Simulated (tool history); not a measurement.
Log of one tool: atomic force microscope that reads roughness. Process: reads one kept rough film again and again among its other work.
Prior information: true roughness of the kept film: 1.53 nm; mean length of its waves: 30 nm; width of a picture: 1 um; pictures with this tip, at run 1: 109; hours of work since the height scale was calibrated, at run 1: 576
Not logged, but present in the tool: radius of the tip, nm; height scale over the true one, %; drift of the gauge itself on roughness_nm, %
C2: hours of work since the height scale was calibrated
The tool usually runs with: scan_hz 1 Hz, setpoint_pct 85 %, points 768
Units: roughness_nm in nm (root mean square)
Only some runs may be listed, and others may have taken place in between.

run 1 hour=0 | scan_hz=1 setpoint_pct=85 points=768 | pictures_with_this_tip=109 C2=576 | roughness_nm=1.218
run 2 hour=27.4 | scan_hz=1 setpoint_pct=85 points=768 | pictures_with_this_tip=146 C2=592 | roughness_nm=1.199
run 3 hour=45.1 | scan_hz=1 setpoint_pct=85 points=623 | pictures_with_this_tip=171 C2=602 | roughness_nm=1.185
-- hour=65.1 new tip fitted
run 4 hour=65.5 | scan_hz=1 setpoint_pct=85 points=623 | pictures_with_this_tip=1 C2=613 | roughness_nm=1.254
run 5 hour=84.7 | scan_hz=1 setpoint_pct=73 points=768 | pictures_with_this_tip=27 C2=624 | roughness_nm=1.323
run 6 hour=100.9 | scan_hz=1 setpoint_pct=73 points=768 | pictures_with_this_tip=49 C2=633 | roughness_nm=1.312
run 7 hour=115.9 | scan_hz=1 setpoint_pct=85 points=768 | pictures_with_this_tip=70 C2=641 | roughness_nm=1.223
run 8 hour=143.1 | scan_hz=1 setpoint_pct=67 points=768 | pictures_with_this_tip=107 C2=656 | roughness_nm=1.314
run 9 hour=158.5 | scan_hz=1 setpoint_pct=67 points=768 | pictures_with_this_tip=128 C2=665 | roughness_nm=1.304
run 10 hour=172.8 | scan_hz=1 setpoint_pct=67 points=768 | pictures_with_this_tip=147 C2=673 | roughness_nm=1.294
run 11 hour=197.3 | scan_hz=1 setpoint_pct=75 points=768 | pictures_with_this_tip=181 C2=687 | roughness_nm=1.249
-- hour=210.3 new tip fitted
run 12 hour=229.8 | scan_hz=1 setpoint_pct=80 points=768 | pictures_with_this_tip=27 C2=705 | roughness_nm=1.275
run 13 hour=259 | scan_hz=1 setpoint_pct=80 points=768 | pictures_with_this_tip=67 C2=721 | roughness_nm=1.264
run 14 hour=285.7 | scan_hz=1 setpoint_pct=85 points=768 | pictures_with_this_tip=103 C2=736 | roughness_nm=1.224
run 15 hour=302.7 | scan_hz=1 setpoint_pct=85 points=768 | pictures_with_this_tip=126 C2=746 | roughness_nm=1.205
run 16 hour=320.4 | scan_hz=1 setpoint_pct=85 points=768 | pictures_with_this_tip=151 C2=756 | roughness_nm=1.19
-- hour=354.9 new tip fitted
run 17 hour=354.9 | scan_hz=0.77 setpoint_pct=85 points=768 | pictures_with_this_tip=0 C2=775 | roughness_nm=1.294
run 18 hour=388.7 | scan_hz=0.77 setpoint_pct=85 points=768 | pictures_with_this_tip=46 C2=794 | roughness_nm=1.275
run 19 hour=412 | scan_hz=0.77 setpoint_pct=85 points=768 | pictures_with_this_tip=78 C2=807 | roughness_nm=1.257
run 20 hour=442 | scan_hz=0.77 setpoint_pct=85 points=768 | pictures_with_this_tip=119 C2=824 | roughness_nm=1.241
run 21 hour=475.2 | scan_hz=0.77 setpoint_pct=85 points=768 | pictures_with_this_tip=165 C2=842 | roughness_nm=1.211
-- hour=499.6 new tip fitted
run 22 hour=506 | scan_hz=0.6 setpoint_pct=85 points=768 | pictures_with_this_tip=9 C2=859 | roughness_nm=1.314
run 23 hour=521.7 | scan_hz=0.6 setpoint_pct=85 points=768 | pictures_with_this_tip=30 C2=868 | roughness_nm=1.298
run 24 hour=544.8 | scan_hz=0.6 setpoint_pct=85 points=768 | pictures_with_this_tip=62 C2=881 | roughness_nm=1.294
run 25 hour=571.5 | scan_hz=0.6 setpoint_pct=85 points=768 | pictures_with_this_tip=99 C2=896 | roughness_nm=1.27
run 26 hour=602.7 | scan_hz=0.86 setpoint_pct=85 points=768 | pictures_with_this_tip=141 C2=914 | roughness_nm=1.212
run 27 hour=629.7 | scan_hz=0.86 setpoint_pct=85 points=768 | pictures_with_this_tip=178 C2=929 | roughness_nm=1.187
-- hour=643.9 new tip fitted
run 28 hour=649.1 | scan_hz=2.85 setpoint_pct=85 points=840 | pictures_with_this_tip=7 C2=939 | roughness_nm=1.01
run 29 hour=666.7 | scan_hz=0.6 setpoint_pct=69 points=840 | pictures_with_this_tip=31 C2=949 | roughness_nm=1.366
run 30 hour=681.3 | scan_hz=0.66 setpoint_pct=57 points=840 | pictures_with_this_tip=51 C2=958 | roughness_nm=1.384
run 31 hour=698.4 | scan_hz=1.71 setpoint_pct=75 points=269 | pictures_with_this_tip=74 C2=967 | roughness_nm=1.199
run 32 hour=727.2 | scan_hz=1.71 setpoint_pct=75 points=269 | pictures_with_this_tip=114 C2=983 | roughness_nm=1.184
run 33 hour=745.8 | scan_hz=1.55 setpoint_pct=72 points=477 | pictures_with_this_tip=139 C2=994 | roughness_nm=1.224
run 34 hour=769.5 | scan_hz=2.56 setpoint_pct=81 points=526 | pictures_with_this_tip=172 C2=1007 | roughness_nm=1.025
-- hour=788.2 new tip fitted
run 35 hour=800.5 | scan_hz=1.03 setpoint_pct=63 points=768 | pictures_with_this_tip=17 C2=1024 | roughness_nm=1.366
run 36 hour=822.4 | scan_hz=1.03 setpoint_pct=63 points=768 | pictures_with_this_tip=47 C2=1037 | roughness_nm=1.338
run 37 hour=838.2 | scan_hz=1.03 setpoint_pct=63 points=768 | pictures_with_this_tip=69 C2=1045 | roughness_nm=1.334
run 38 hour=857.5 | scan_hz=1.03 setpoint_pct=63 points=768 | pictures_with_this_tip=95 C2=1056 | roughness_nm=1.318
run 39 hour=877.6 | scan_hz=1.35 setpoint_pct=59 points=768 | pictures_with_this_tip=123 C2=1067 | roughness_nm=1.323
run 40 hour=900.6 | scan_hz=0.51 setpoint_pct=58 points=768 | pictures_with_this_tip=154 C2=1080 | roughness_nm=1.349
-- hour=931.8 new tip fitted
run 41 hour=932.1 | scan_hz=0.51 setpoint_pct=58 points=768 | pictures_with_this_tip=1 C2=1098 | roughness_nm=1.407
run 42 hour=964.4 | scan_hz=2.3 setpoint_pct=62 points=691 | pictures_with_this_tip=45 C2=1116 | roughness_nm=1.282
run 43 hour=990.9 | scan_hz=2.04 setpoint_pct=67 points=388 | pictures_with_this_tip=81 C2=1131 | roughness_nm=1.244
run 44 hour=1013.6 | scan_hz=2.04 setpoint_pct=68 points=450 | pictures_with_this_tip=112 C2=1144 | roughness_nm=1.231
run 45 hour=1043.8 | scan_hz=2.04 setpoint_pct=68 points=450 | pictures_with_this_tip=153 C2=1161 | roughness_nm=1.205
-- hour=1068.2 height scale calibrated on a step standard
run 46 hour=1073.6 | scan_hz=1 setpoint_pct=83 points=670 | pictures_with_this_tip=193 C2=3 | roughness_nm=1.202
-- hour=1077 new tip fitted
run 47 hour=1104 | scan_hz=1.28 setpoint_pct=85 points=790 | pictures_with_this_tip=37 C2=20 | roughness_nm=1.213
run 48 hour=1121.1 | scan_hz=0.73 setpoint_pct=81 points=457 | pictures_with_this_tip=60 C2=29 | roughness_nm=1.306
run 49 hour=1135.2 | scan_hz=2.79 setpoint_pct=71 points=501 | pictures_with_this_tip=79 C2=37 | roughness_nm=1.175
run 50 hour=1153 | scan_hz=0.79 setpoint_pct=79 points=334 | pictures_with_this_tip=104 C2=47 | roughness_nm=1.287
run 51 hour=1175.6 | scan_hz=0.79 setpoint_pct=79 points=334 | pictures_with_this_tip=134 C2=60 | roughness_nm=1.263
run 52 hour=1196.6 | scan_hz=0.79 setpoint_pct=79 points=334 | pictures_with_this_tip=163 C2=72 | roughness_nm=1.264
-- hour=1221.7 new tip fitted
run 53 hour=1227.9 | scan_hz=3.95 setpoint_pct=85 points=501 | pictures_with_this_tip=8 C2=89 | roughness_nm=0.912

4 options for the next run, each taken on its own from the tool as it stands now. Forecast them:
run A hour=1248 | scan_hz=1.6 setpoint_pct=58 points=557 | pictures_with_this_tip=36 C2=100 | roughness_nm=?
run B hour=1248 | scan_hz=0.78 setpoint_pct=85 points=768 | pictures_with_this_tip=36 C2=100 | roughness_nm=?
run C hour=1248 | scan_hz=1 setpoint_pct=64 points=281 | pictures_with_this_tip=36 C2=100 | roughness_nm=?
run D hour=1248 | scan_hz=3.95 setpoint_pct=85 points=768 | pictures_with_this_tip=36 C2=100 | roughness_nm=?

run=A roughness_nm=1.364
run=B roughness_nm=1.287
run=C roughness_nm=1.353
run=D roughness_nm=0.907
With the hidden condition removed and each run's random variation left untouched, the same runs would have given:
run=A roughness_nm=1.387
run=B roughness_nm=1.309
run=C roughness_nm=1.376
run=D roughness_nm=0.922
